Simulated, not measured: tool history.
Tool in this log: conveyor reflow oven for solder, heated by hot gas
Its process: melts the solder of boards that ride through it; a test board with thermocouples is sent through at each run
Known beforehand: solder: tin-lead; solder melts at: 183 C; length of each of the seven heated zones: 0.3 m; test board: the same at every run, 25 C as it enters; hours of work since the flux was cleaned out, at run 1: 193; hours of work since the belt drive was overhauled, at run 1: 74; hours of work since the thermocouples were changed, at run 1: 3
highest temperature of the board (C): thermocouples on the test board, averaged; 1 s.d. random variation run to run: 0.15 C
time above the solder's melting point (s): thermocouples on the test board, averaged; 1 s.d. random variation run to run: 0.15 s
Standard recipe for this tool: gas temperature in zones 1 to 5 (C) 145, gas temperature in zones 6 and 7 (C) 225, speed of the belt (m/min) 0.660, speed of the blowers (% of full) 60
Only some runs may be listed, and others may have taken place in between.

run,hour,gas temperature in zones 1 to 5 (C),gas temperature in zones 6 and 7 (C),speed of the belt (m/min),speed of the blowers (% of full),hours of work since the flux was cleaned out,hours of work since the belt drive was overhauled,hours of work since the thermocouples were changed,highest temperature of the board (C),time above the solder's melting point (s)
1,0.0,145,225,0.660,60,193,74,3,205.1,33.2
2,21.5,145,225,0.573,60,207,88,17,209.2,43.3
3,34.1,145,225,0.573,60,215,96,25,209.5,43.8
4,50.3,145,225,0.573,60,225,106,35,209.3,43.4
5,67.9,145,225,0.660,60,236,118,46,205.0,33.1
6,92.5,145,225,0.660,60,252,133,62,205.2,33.2
7,112.7,145,225,0.660,60,265,146,75,205.1,33.2
8,137.0,145,225,0.660,60,280,161,90,205.1,33.1
9,154.9,145,225,0.660,60,291,173,102,204.8,33.4
10,174.8,145,225,0.660,60,304,185,114,204.6,32.9
11,197.4,152,225,0.660,60,318,200,129,206.7,36.9
12,210.6,145,230,0.660,60,327,208,137,209.0,36.9
13,237.7,148,225,0.660,60,344,225,154,205.7,34.5
14,254.0,145,225,0.660,83,354,236,164,211.4,39.8
15,279.2,145,225,0.660,83,370,252,180,211.4,39.5
# hour 293.0: flux residue cleaned out of gas plates and filters
16,299.1,145,225,0.660,83,4,261,190,211.9,39.6
17,316.0,157,225,0.616,69,15,272,201,212.4,46.6
18,341.8,145,234,0.660,52,31,288,217,208.7,35.4
19,360.3,145,234,0.660,52,43,300,229,208.6,35.4
20,384.2,145,234,0.660,52,58,315,244,208.6,35.6
21,410.9,153,236,0.742,72,75,332,261,215.8,38.6
22,434.4,133,229,0.607,79,90,347,276,214.4,41.7
23,459.8,133,220,0.607,79,106,363,292,206.6,36.5
24,483.5,133,220,0.607,79,121,378,307,206.6,36.4
25,502.5,151,227,0.696,57,133,390,319,205.1,32.7
26,514.6,136,232,0.660,60,141,398,327,208.3,33.5
27,540.4,155,225,0.677,60,157,414,343,206.7,36.7
28,568.1,155,225,0.654,66,175,432,360,209.6,41.1
29,583.6,155,225,0.654,66,184,441,370,209.5,40.9
30,597.7,155,227,0.727,66,193,450,379,208.3,35.2

Entry by entry between the runs, the difference in hidden state between the last listed run before and the first listed run after:
Logged between run 15 and run 16: flux residue cleaned out of gas plates and filters (hour 293.0)
  heat that the gas passes to the board, % of a clean oven's: 99.8 -> 100
